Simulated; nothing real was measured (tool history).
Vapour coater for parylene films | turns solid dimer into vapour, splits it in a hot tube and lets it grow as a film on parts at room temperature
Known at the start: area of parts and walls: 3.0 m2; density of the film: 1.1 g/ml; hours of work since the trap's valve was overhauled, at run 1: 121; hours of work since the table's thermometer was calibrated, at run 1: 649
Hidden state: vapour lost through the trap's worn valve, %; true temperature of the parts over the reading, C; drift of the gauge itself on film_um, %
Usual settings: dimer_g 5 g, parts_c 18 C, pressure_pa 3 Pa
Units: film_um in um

run   hour  dimer_g  parts_c  pressure_pa  hours of work since the trap's valve was overhauled  hours of work since the table's thermometer was calibrated  film_um
  1      0        5       18            3                                                  121                                                         649     0.86
  2     24        5       18            3                                                  136                                                         664     0.83
  3   43.4        2       18            3                                                  148                                                         676     0.33
  4     74        2       18            3                                                  166                                                         694     0.34
  5  104.5        5       18            3                                                  185                                                         713      0.8
  6  140.8        5       18            3                                                  207                                                         735     0.78
  7  175.1        5       18            3                                                  228                                                         756     0.78
  8  208.4        5       18         7.87                                                  248                                                         776     0.68
  9  224.7        5       23         7.14                                                  258                                                         786     0.59
     251.2  -- trap's valve overhauled
 10  262.2        9       12         4.11                                                    7                                                         807     1.89

3 ways to go on from here, each from the tool as it stands after run 10. What would each give?
  A  289.5        9       25         5.83                                                   23                                                         823        ?
  B  289.5        3       11         5.83                                                   23                                                         823        ?
  C  289.5        9       14         4.11                                                   23                                                         823        ?

run  film_um
  A     1.19
  B      0.6
  C     1.73
Without the tool's hidden state the same runs would have given:
run  film_um
  A     1.18
  B     0.59
  C     1.71
